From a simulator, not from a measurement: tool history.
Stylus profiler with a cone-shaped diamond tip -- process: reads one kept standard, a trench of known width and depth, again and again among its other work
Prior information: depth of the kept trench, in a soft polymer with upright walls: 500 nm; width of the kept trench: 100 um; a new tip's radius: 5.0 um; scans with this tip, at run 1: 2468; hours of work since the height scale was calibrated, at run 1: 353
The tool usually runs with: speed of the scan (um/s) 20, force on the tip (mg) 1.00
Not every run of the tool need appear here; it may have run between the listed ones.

run,hour,speed of the scan (um/s),force on the tip (mg),scans with this tip,hours of work since the height scale was calibrated,depth of the trench (Å),width of the trench's floor (um)
1,0.0,20,1.00,2468,353,5049.0,95.54
2,62.9,20,1.00,2678,384,5048.3,95.61
3,131.8,17,1.00,2908,417,5045.8,95.56
4,181.6,17,1.00,3075,440,5048.0,95.56
5,240.7,17,1.00,3272,469,5049.4,95.66
6,279.6,20,1.00,3402,487,5045.5,95.56
7,319.3,20,1.00,3534,506,5049.0,95.59
8,361.4,20,1.00,3675,526,5048.3,95.56
9,409.2,7,1.00,3834,549,5047.0,95.62
10,463.2,20,1.00,4015,575,5046.8,95.62
11,532.1,20,1.00,4245,608,5048.8,95.52
12,601.3,20,0.45,4476,641,5029.7,95.56
13,645.9,20,2.85,4625,662,5096.1,95.60
14,689.3,20,1.00,4770,683,5046.5,95.59
15,736.9,17,0.50,4929,706,5029.3,95.54
16,770.3,17,0.50,5040,722,5029.9,95.60
17,812.3,17,0.50,5180,742,5029.0,95.54
18,867.5,36,0.63,5365,768,5036.9,95.50
19,910.6,24,0.49,5508,789,5028.2,95.57
20,956.4,24,0.49,5661,811,5031.3,95.49

Estimate the outcome of run 21 from the log above:
21,1022.3,8,2.66,5881,842,?,?

Run 21 produced depth of the trench (Å) 5091.3, width of the trench's floor (um) 95.65.
Had the tool carried no hidden state, the very same run would have given depth of the trench (Å) 5091.4, width of the trench's floor (um) 95.65.
